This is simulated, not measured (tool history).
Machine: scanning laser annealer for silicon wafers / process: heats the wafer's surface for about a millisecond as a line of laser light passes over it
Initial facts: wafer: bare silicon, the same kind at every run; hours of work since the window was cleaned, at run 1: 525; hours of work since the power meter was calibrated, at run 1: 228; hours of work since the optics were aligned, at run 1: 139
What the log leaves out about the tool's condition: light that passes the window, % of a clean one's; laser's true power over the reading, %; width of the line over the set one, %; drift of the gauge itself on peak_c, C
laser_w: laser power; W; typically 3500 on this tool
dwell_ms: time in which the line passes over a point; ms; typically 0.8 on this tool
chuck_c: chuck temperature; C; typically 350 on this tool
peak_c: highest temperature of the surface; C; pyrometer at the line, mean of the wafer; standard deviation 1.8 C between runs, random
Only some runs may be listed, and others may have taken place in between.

run  hour  laser_w  dwell_ms  chuck_c  hours of work since the window was cleaned  hours of work since the power meter was calibrated  hours of work since the optics were aligned  peak_c
  1     0     3500       0.8      350                                         525                                                 228                                          139    1078
  2   8.1     3500       0.8      350                                         530                                                 234                                          144    1074
  3  17.5     3500       0.8      350                                         536                                                 240                                          150    1074
  4  24.5     3500       0.8      350                                         541                                                 244                                          155    1075
  5  34.2     3500       0.8      350                                         547                                                 250                                          161    1077
  6  40.1     3441       0.8      350                                         551                                                 254                                          164    1060
  7  49.6     3441       0.8      350                                         557                                                 260                                          170    1061
  8  58.5     3500     0.889      350                                         562                                                 266                                          176    1122
  9    66     3500       0.8      350                                         567                                                 270                                          181    1076
 10  74.5     3500       0.8      350                                         572                                                 276                                          186    1071

Expected results for the next run?
 11  82.6     3500       0.8      350                                         578                                                 281                                          191       ?

{"run 11": {"peak_c": 1077}}
Had the tool carried no hidden state, the very same run would have given peak_c 1077 C.
